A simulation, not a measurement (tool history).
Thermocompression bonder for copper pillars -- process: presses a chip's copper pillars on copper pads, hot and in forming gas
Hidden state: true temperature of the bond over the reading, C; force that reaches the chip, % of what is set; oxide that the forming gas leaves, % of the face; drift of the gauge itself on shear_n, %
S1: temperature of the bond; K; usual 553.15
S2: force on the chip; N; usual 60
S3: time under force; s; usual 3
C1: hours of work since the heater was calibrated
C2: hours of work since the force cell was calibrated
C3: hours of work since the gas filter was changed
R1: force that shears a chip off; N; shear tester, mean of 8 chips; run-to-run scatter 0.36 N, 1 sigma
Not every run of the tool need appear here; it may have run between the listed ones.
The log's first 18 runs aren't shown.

Run 19, hour 834.5: usual settings but S1 562.15 K, S3 2 s; C1 159; C2 1457; C3 133. Result: R1 100.5 N.
Run 20, hour 864.8: usual settings but S1 562.15 K, S3 2 s; C1 174; C2 1471; C3 148. Result: R1 101.0 N.
Run 21, hour 903.7: usual settings but S1 537.15 K, S2 53 N; C1 193; C2 1490; C3 166. Result: R1 79.5 N.
Run 22, hour 959.8: usual settings but S1 537.15 K, S2 53 N; C1 220; C2 1517; C3 194. Result: R1 78.7 N.
Run 23, hour 994.3: usual settings but S1 556.15 K, S2 45 N, S3 4 s; C1 237; C2 1534; C3 210. Result: R1 100.0 N.
Run 24, hour 1032.1: usual settings but S1 556.15 K, S2 45 N, S3 4 s; C1 255; C2 1552; C3 229. Result: R1 99.3 N.
Run 25, hour 1085.1: usual settings but S2 80 N, S3 2 s; C1 280; C2 1578; C3 254. Result: R1 103.5 N.
Run 26, hour 1137.6: usual settings but S2 80 N, S3 2 s; C1 306; C2 1603; C3 279. Result: R1 104.0 N.
Run 27, hour 1187.3: usual settings but S1 537.15 K, S2 80 N, S3 8 s; C1 330; C2 1627; C3 304. Result: R1 118.3 N.
Run 28, hour 1236.9: usual settings but S1 537.15 K, S2 80 N, S3 8 s; C1 354; C2 1651; C3 328. Result: R1 118.8 N.
Run 29, hour 1285.0: usual settings but S1 533.15 K, S2 80 N, S3 8 s; C1 377; C2 1674; C3 351. Result: R1 114.9 N.
Run 30, hour 1315.9: usual settings but S1 533.15 K, S2 80 N, S3 8 s; C1 392; C2 1689; C3 366. Result: R1 115.0 N.
Run 31, hour 1357.2: usual settings but S1 525.15 K, S2 61 N; C1 412; C2 1709; C3 386. Result: R1 71.5 N.

Forecast each of these 4 alternatives for the next run:
At hour 1371.3: forming gas filter changed.
Run A, hour 1406.6: usual settings but S2 48 N, S3 4 s; C1 436; C2 1733; C3 17. Result: R1 ?.
At hour 1371.3: forming gas filter changed.
Run B, hour 1406.6: usual settings but S1 569.15 K, S2 61 N; C1 436; C2 1733; C3 17. Result: R1 ?.
At hour 1371.3: forming gas filter changed.
Run C, hour 1406.6: usual settings but S1 557.15 K, S2 61 N, S3 2 s; C1 436; C2 1733; C3 17. Result: R1 ?.
At hour 1371.3: forming gas filter changed.
Run D, hour 1406.6: usual settings but S1 524.15 K, S2 61 N; C1 436; C2 1733; C3 17. Result: R1 ?.

run     R1
  A  101.9
  B  120.1
  C   98.7
  D   72.7
What these runs would have given with no unlogged condition in the tool:
run     R1
  A  100.4
  B  119.2
  C   97.3
  D   70.6

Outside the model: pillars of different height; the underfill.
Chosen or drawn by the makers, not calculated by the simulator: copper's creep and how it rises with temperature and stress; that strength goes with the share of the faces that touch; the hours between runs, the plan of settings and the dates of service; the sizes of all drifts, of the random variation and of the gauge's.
